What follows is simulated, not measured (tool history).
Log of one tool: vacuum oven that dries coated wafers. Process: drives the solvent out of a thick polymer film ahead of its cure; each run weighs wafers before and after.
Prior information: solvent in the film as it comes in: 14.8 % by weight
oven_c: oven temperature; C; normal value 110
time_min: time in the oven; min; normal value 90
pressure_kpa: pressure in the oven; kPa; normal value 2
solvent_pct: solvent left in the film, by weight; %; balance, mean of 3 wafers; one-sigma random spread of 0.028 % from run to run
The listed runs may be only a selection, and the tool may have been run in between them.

run	day	oven_c	time_min	pressure_kpa	solvent_pct
1	0	110	90	2	2.91
2	0.388	110	90	6.85	8.36
3	0.688	110	90	2	2.92
4	1.212	110	90	2	2.98
5	1.604	110	90	2	2.98
6	2.108	122	90	2	1.68
# day 2.217: vacuum gauge cleaned of residue and calibrated
7	2.462	110	69	2	3.53
8	3.05	110	90	2	3.02
# day 3.35: vacuum gauge cleaned of residue and calibrated, once more
9	3.375	110	90	2	2.8
10	3.692	118	159	2.01	1.8
11	4.029	118	159	2.01	1.8
12	4.612	97	103	4.78	9.99
13	5.054	111	157	3.25	3.71
14	5.521	124	125	3.25	2.38
15	5.992	112	90	4.52	5.18
16	6.254	115	90	1.58	1.75
17	6.592	110	143	2.71	3.28
18	7.1	119	90	2	1.76

Here are 3 independent what-if runs from the current tool condition. What would each one return?
A	7.4	119	139	2	?
B	7.4	110	56	2	?
C	7.4	110	159	1.62	?

run	solvent_pct
A	1.79
B	3.87
C	1.92
Without the tool's hidden state the same runs would have given:
run	solvent_pct
A	1.86
B	4.2
C	2.03

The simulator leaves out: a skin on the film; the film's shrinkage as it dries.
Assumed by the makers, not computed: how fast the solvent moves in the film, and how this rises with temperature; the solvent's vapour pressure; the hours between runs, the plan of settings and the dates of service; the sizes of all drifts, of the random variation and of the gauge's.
